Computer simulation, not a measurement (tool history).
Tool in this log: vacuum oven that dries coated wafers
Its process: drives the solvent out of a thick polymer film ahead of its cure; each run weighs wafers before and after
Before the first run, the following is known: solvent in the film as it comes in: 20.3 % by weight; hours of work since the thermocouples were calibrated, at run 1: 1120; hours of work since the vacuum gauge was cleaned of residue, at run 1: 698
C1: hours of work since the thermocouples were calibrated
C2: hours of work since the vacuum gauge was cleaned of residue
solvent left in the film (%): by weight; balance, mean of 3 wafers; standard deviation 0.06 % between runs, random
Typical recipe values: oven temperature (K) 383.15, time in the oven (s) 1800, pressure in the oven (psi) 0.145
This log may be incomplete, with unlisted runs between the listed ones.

run 1 hour=0 | oven_temperature_(K)=383.15 time_in_the_oven_(s)=1800 pressure_in_the_oven_(psi)=0.145 | C1=1120 C2=698 | solvent_left_in_the_film_(%)=4.28
run 2 hour=52.1 | oven_temperature_(K)=383.15 time_in_the_oven_(s)=3120 pressure_in_the_oven_(psi)=0.145 | C1=1147 C2=725 | solvent_left_in_the_film_(%)=2.13
run 3 hour=80.3 | oven_temperature_(K)=383.15 time_in_the_oven_(s)=1800 pressure_in_the_oven_(psi)=0.145 | C1=1161 C2=739 | solvent_left_in_the_film_(%)=4.29
run 4 hour=115.8 | oven_temperature_(K)=383.15 time_in_the_oven_(s)=1800 pressure_in_the_oven_(psi)=0.145 | C1=1180 C2=757 | solvent_left_in_the_film_(%)=4.28
run 5 hour=162 | oven_temperature_(K)=383.15 time_in_the_oven_(s)=1800 pressure_in_the_oven_(psi)=0.145 | C1=1203 C2=781 | solvent_left_in_the_film_(%)=4.4
run 6 hour=208.1 | oven_temperature_(K)=383.15 time_in_the_oven_(s)=1800 pressure_in_the_oven_(psi)=0.574 | C1=1227 C2=805 | solvent_left_in_the_film_(%)=6.45
run 7 hour=248.9 | oven_temperature_(K)=383.15 time_in_the_oven_(s)=1800 pressure_in_the_oven_(psi)=0.574 | C1=1248 C2=825 | solvent_left_in_the_film_(%)=6.71
run 8 hour=276.6 | oven_temperature_(K)=383.15 time_in_the_oven_(s)=1800 pressure_in_the_oven_(psi)=0.574 | C1=1262 C2=840 | solvent_left_in_the_film_(%)=6.65
run 9 hour=313.8 | oven_temperature_(K)=383.15 time_in_the_oven_(s)=1800 pressure_in_the_oven_(psi)=0.145 | C1=1281 C2=859 | solvent_left_in_the_film_(%)=4.32
run 10 hour=339.8 | oven_temperature_(K)=383.15 time_in_the_oven_(s)=2100 pressure_in_the_oven_(psi)=0.145 | C1=1294 C2=872 | solvent_left_in_the_film_(%)=3.71
run 11 hour=373.2 | oven_temperature_(K)=383.15 time_in_the_oven_(s)=2100 pressure_in_the_oven_(psi)=0.145 | C1=1311 C2=889 | solvent_left_in_the_film_(%)=3.77
run 12 hour=422.5 | oven_temperature_(K)=383.15 time_in_the_oven_(s)=2100 pressure_in_the_oven_(psi)=0.145 | C1=1336 C2=914 | solvent_left_in_the_film_(%)=3.76
run 13 hour=449.2 | oven_temperature_(K)=383.15 time_in_the_oven_(s)=2100 pressure_in_the_oven_(psi)=0.145 | C1=1350 C2=928 | solvent_left_in_the_film_(%)=3.78
run 14 hour=497.4 | oven_temperature_(K)=383.15 time_in_the_oven_(s)=2100 pressure_in_the_oven_(psi)=0.145 | C1=1375 C2=953 | solvent_left_in_the_film_(%)=3.84
run 15 hour=547.1 | oven_temperature_(K)=383.15 time_in_the_oven_(s)=2100 pressure_in_the_oven_(psi)=0.145 | C1=1400 C2=978 | solvent_left_in_the_film_(%)=3.79
-- hour=578.8 oven's thermocouples calibrated
run 16 hour=590.1 | oven_temperature_(K)=383.15 time_in_the_oven_(s)=2100 pressure_in_the_oven_(psi)=0.145 | C1=6 C2=999 | solvent_left_in_the_film_(%)=3.99
run 17 hour=625 | oven_temperature_(K)=383.15 time_in_the_oven_(s)=2100 pressure_in_the_oven_(psi)=0.145 | C1=24 C2=1017 | solvent_left_in_the_film_(%)=3.99
run 18 hour=682.5 | oven_temperature_(K)=383.15 time_in_the_oven_(s)=1800 pressure_in_the_oven_(psi)=0.145 | C1=53 C2=1046 | solvent_left_in_the_film_(%)=4.77
run 19 hour=719.7 | oven_temperature_(K)=383.15 time_in_the_oven_(s)=1800 pressure_in_the_oven_(psi)=0.145 | C1=72 C2=1065 | solvent_left_in_the_film_(%)=4.89
-- hour=735 oven's thermocouples calibrated, once more
run 20 hour=756.7 | oven_temperature_(K)=383.15 time_in_the_oven_(s)=1800 pressure_in_the_oven_(psi)=0.145 | C1=11 C2=1083 | solvent_left_in_the_film_(%)=3.81
run 21 hour=799.7 | oven_temperature_(K)=383.15 time_in_the_oven_(s)=1800 pressure_in_the_oven_(psi)=0.145 | C1=33 C2=1105 | solvent_left_in_the_film_(%)=3.76
run 22 hour=841.4 | oven_temperature_(K)=383.15 time_in_the_oven_(s)=1800 pressure_in_the_oven_(psi)=0.08 | C1=54 C2=1126 | solvent_left_in_the_film_(%)=3.43
run 23 hour=877.2 | oven_temperature_(K)=383.15 time_in_the_oven_(s)=1860 pressure_in_the_oven_(psi)=0.08 | C1=73 C2=1145 | solvent_left_in_the_film_(%)=3.42
run 24 hour=901.7 | oven_temperature_(K)=383.15 time_in_the_oven_(s)=1860 pressure_in_the_oven_(psi)=0.08 | C1=85 C2=1157 | solvent_left_in_the_film_(%)=3.35
run 25 hour=947.5 | oven_temperature_(K)=383.15 time_in_the_oven_(s)=1860 pressure_in_the_oven_(psi)=0.08 | C1=109 C2=1181 | solvent_left_in_the_film_(%)=3.4
run 26 hour=984.8 | oven_temperature_(K)=383.15 time_in_the_oven_(s)=1860 pressure_in_the_oven_(psi)=0.08 | C1=128 C2=1200 | solvent_left_in_the_film_(%)=3.32
run 27 hour=1040.2 | oven_temperature_(K)=390.15 time_in_the_oven_(s)=1020 pressure_in_the_oven_(psi)=0.173 | C1=156 C2=1228 | solvent_left_in_the_film_(%)=4.29
run 28 hour=1065.8 | oven_temperature_(K)=390.15 time_in_the_oven_(s)=1020 pressure_in_the_oven_(psi)=0.173 | C1=169 C2=1241 | solvent_left_in_the_film_(%)=4.27
run 29 hour=1120.4 | oven_temperature_(K)=397.15 time_in_the_oven_(s)=1500 pressure_in_the_oven_(psi)=0.357 | C1=197 C2=1269 | solvent_left_in_the_film_(%)=2.02
run 30 hour=1164.3 | oven_temperature_(K)=390.15 time_in_the_oven_(s)=1800 pressure_in_the_oven_(psi)=0.145 | C1=220 C2=1291 | solvent_left_in_the_film_(%)=2
run 31 hour=1202.5 | oven_temperature_(K)=378.15 time_in_the_oven_(s)=1800 pressure_in_the_oven_(psi)=0.383 | C1=239 C2=1311 | solvent_left_in_the_film_(%)=7.17
run 32 hour=1230.4 | oven_temperature_(K)=378.15 time_in_the_oven_(s)=1800 pressure_in_the_oven_(psi)=0.383 | C1=253 C2=1325 | solvent_left_in_the_film_(%)=7.34
run 33 hour=1264.5 | oven_temperature_(K)=391.15 time_in_the_oven_(s)=960 pressure_in_the_oven_(psi)=0.145 | C1=271 C2=1343 | solvent_left_in_the_film_(%)=4.26
run 34 hour=1291.1 | oven_temperature_(K)=386.15 time_in_the_oven_(s)=960 pressure_in_the_oven_(psi)=0.1 | C1=284 C2=1356 | solvent_left_in_the_film_(%)=5.93
run 35 hour=1329.7 | oven_temperature_(K)=386.15 time_in_the_oven_(s)=960 pressure_in_the_oven_(psi)=0.1 | C1=304 C2=1376 | solvent_left_in_the_film_(%)=6
run 36 hour=1355.2 | oven_temperature_(K)=370.15 time_in_the_oven_(s)=1440 pressure_in_the_oven_(psi)=0.073 | C1=317 C2=1389 | solvent_left_in_the_film_(%)=10.3
run 37 hour=1403.8 | oven_temperature_(K)=370.15 time_in_the_oven_(s)=1440 pressure_in_the_oven_(psi)=0.073 | C1=342 C2=1414 | solvent_left_in_the_film_(%)=10.21
run 38 hour=1447.7 | oven_temperature_(K)=370.15 time_in_the_oven_(s)=1860 pressure_in_the_oven_(psi)=0.073 | C1=364 C2=1436 | solvent_left_in_the_film_(%)=8.69
run 39 hour=1473.4 | oven_temperature_(K)=386.15 time_in_the_oven_(s)=1860 pressure_in_the_oven_(psi)=0.203 | C1=378 C2=1450 | solvent_left_in_the_film_(%)=3.27
run 40 hour=1505 | oven_temperature_(K)=386.15 time_in_the_oven_(s)=1860 pressure_in_the_oven_(psi)=0.203 | C1=394 C2=1466 | solvent_left_in_the_film_(%)=3.26
run 41 hour=1543.8 | oven_temperature_(K)=385.15 time_in_the_oven_(s)=2040 pressure_in_the_oven_(psi)=0.313 | C1=414 C2=1486 | solvent_left_in_the_film_(%)=3.86
run 42 hour=1588.7 | oven_temperature_(K)=385.15 time_in_the_oven_(s)=2040 pressure_in_the_oven_(psi)=0.313 | C1=437 C2=1509 | solvent_left_in_the_film_(%)=3.77
run 43 hour=1628.3 | oven_temperature_(K)=385.15 time_in_the_oven_(s)=2040 pressure_in_the_oven_(psi)=0.399 | C1=457 C2=1529 | solvent_left_in_the_film_(%)=4.39
run 44 hour=1678.6 | oven_temperature_(K)=375.15 time_in_the_oven_(s)=2160 pressure_in_the_oven_(psi)=0.145 | C1=483 C2=1554 | solvent_left_in_the_film_(%)=6.57
run 45 hour=1715.2 | oven_temperature_(K)=383.15 time_in_the_oven_(s)=1800 pressure_in_the_oven_(psi)=0.334 | C1=501 C2=1573 | solvent_left_in_the_film_(%)=5.15
run 46 hour=1744.9 | oven_temperature_(K)=383.15 time_in_the_oven_(s)=1680 pressure_in_the_oven_(psi)=0.139 | C1=516 C2=1588 | solvent_left_in_the_film_(%)=4.58
run 47 hour=1786.3 | oven_temperature_(K)=383.15 time_in_the_oven_(s)=960 pressure_in_the_oven_(psi)=0.145 | C1=538 C2=1610 | solvent_left_in_the_film_(%)=7.55

Pick out some run-to-run changes in solvent left in the film (%). Of each, how much would a tool without hidden state show as well, from the settings, what came in and chance, and how much is left for the hidden state and any gauge scatter not in both results compared?
Hidden conditions of the tool in this case: true wafer temperature over the reading, C; true pressure over the reading, kPa; drift of the gauge itself on solvent_pct, %.
Run 1 -> 2: time in the oven (s) 1800 -> 3120. solvent left in the film (%) -2.15: hidden state -0.26, all else -1.89.
Run 2 -> 3: time in the oven (s) 3120 -> 1800. solvent left in the film (%) +2.16: hidden state +0.29, all else +1.87.
Run 19 -> 20: oven's thermocouples calibrated, once more. solvent left in the film (%) -1.08: hidden state -1.07, all else -0.01.
Run 30 -> 31: oven temperature (K) 390.15 -> 378.15, pressure in the oven (psi) 0.145 -> 0.383. solvent left in the film (%) +5.17: hidden state +0.22, all else +4.95.
Run 35 -> 36: oven temperature (K) 386.15 -> 370.15, time in the oven (s) 960 -> 1440, pressure in the oven (psi) 0.1 -> 0.073. solvent left in the film (%) +4.3: hidden state +0.11, all else +4.19.
Run 38 -> 39: oven temperature (K) 370.15 -> 386.15, pressure in the oven (psi) 0.073 -> 0.203. solvent left in the film (%) -5.42: hidden state -0.16, all else -5.26.

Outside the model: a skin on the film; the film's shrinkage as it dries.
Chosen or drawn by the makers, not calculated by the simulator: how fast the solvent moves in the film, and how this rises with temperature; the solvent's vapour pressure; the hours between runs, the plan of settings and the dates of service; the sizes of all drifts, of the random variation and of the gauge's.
